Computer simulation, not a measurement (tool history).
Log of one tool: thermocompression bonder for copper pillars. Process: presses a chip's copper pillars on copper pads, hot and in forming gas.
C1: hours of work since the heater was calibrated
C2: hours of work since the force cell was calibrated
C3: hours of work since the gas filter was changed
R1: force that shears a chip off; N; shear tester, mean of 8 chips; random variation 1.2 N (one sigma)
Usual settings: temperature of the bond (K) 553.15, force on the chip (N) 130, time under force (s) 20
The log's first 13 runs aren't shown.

run 14 hour=696.1 | temperature_of_the_bond_(K)=553.15 force_on_the_chip_(N)=130 time_under_force_(s)=13 | C1=349 C2=646 C3=214 | R1=83.8
run 15 hour=753.3 | temperature_of_the_bond_(K)=553.15 force_on_the_chip_(N)=132 time_under_force_(s)=20 | C1=376 C2=674 C3=242 | R1=95
run 16 hour=792 | temperature_of_the_bond_(K)=553.15 force_on_the_chip_(N)=132 time_under_force_(s)=20 | C1=395 C2=693 C3=261 | R1=96
run 17 hour=856.7 | temperature_of_the_bond_(K)=553.15 force_on_the_chip_(N)=132 time_under_force_(s)=20 | C1=427 C2=724 C3=292 | R1=95.2
run 18 hour=926.1 | temperature_of_the_bond_(K)=553.15 force_on_the_chip_(N)=132 time_under_force_(s)=20 | C1=461 C2=758 C3=326 | R1=95.7
run 19 hour=962.7 | temperature_of_the_bond_(K)=553.15 force_on_the_chip_(N)=132 time_under_force_(s)=20 | C1=478 C2=776 C3=344 | R1=94.1
run 20 hour=1008.1 | temperature_of_the_bond_(K)=553.15 force_on_the_chip_(N)=130 time_under_force_(s)=20 | C1=500 C2=798 C3=366 | R1=92.1
run 21 hour=1042.3 | temperature_of_the_bond_(K)=553.15 force_on_the_chip_(N)=152 time_under_force_(s)=19 | C1=517 C2=815 C3=383 | R1=101.1
run 22 hour=1093.9 | temperature_of_the_bond_(K)=530.15 force_on_the_chip_(N)=171 time_under_force_(s)=54 | C1=542 C2=840 C3=408 | R1=121.6
-- hour=1143.1 forming gas filter changed
run 23 hour=1143.7 | temperature_of_the_bond_(K)=562.15 force_on_the_chip_(N)=133 time_under_force_(s)=43 | C1=566 C2=864 C3=0 | R1=128
run 24 hour=1185.9 | temperature_of_the_bond_(K)=563.15 force_on_the_chip_(N)=130 time_under_force_(s)=13 | C1=587 C2=884 C3=21 | R1=91.3
run 25 hour=1231.6 | temperature_of_the_bond_(K)=563.15 force_on_the_chip_(N)=130 time_under_force_(s)=13 | C1=609 C2=907 C3=43 | R1=92.4
run 26 hour=1269.9 | temperature_of_the_bond_(K)=563.15 force_on_the_chip_(N)=130 time_under_force_(s)=13 | C1=628 C2=925 C3=62 | R1=92.2
run 27 hour=1344.7 | temperature_of_the_bond_(K)=548.15 force_on_the_chip_(N)=134 time_under_force_(s)=17 | C1=664 C2=962 C3=98 | R1=90.2
run 28 hour=1399 | temperature_of_the_bond_(K)=551.15 force_on_the_chip_(N)=134 time_under_force_(s)=18 | C1=690 C2=988 C3=125 | R1=93.4
run 29 hour=1431.3 | temperature_of_the_bond_(K)=551.15 force_on_the_chip_(N)=134 time_under_force_(s)=18 | C1=706 C2=1004 C3=140 | R1=95.3
run 30 hour=1463.7 | temperature_of_the_bond_(K)=568.15 force_on_the_chip_(N)=112 time_under_force_(s)=27 | C1=722 C2=1020 C3=156 | R1=102.3
run 31 hour=1502 | temperature_of_the_bond_(K)=529.15 force_on_the_chip_(N)=125 time_under_force_(s)=13 | C1=741 C2=1038 C3=175 | R1=64.3

The next listed run, before its measurement:
run 32 hour=1564.2 | temperature_of_the_bond_(K)=529.15 force_on_the_chip_(N)=168 time_under_force_(s)=11 | C1=771 C2=1069 C3=205 | R1=?

R1: 81.8 N
Without the tool's hidden state the same run would have given R1 91.8 N.

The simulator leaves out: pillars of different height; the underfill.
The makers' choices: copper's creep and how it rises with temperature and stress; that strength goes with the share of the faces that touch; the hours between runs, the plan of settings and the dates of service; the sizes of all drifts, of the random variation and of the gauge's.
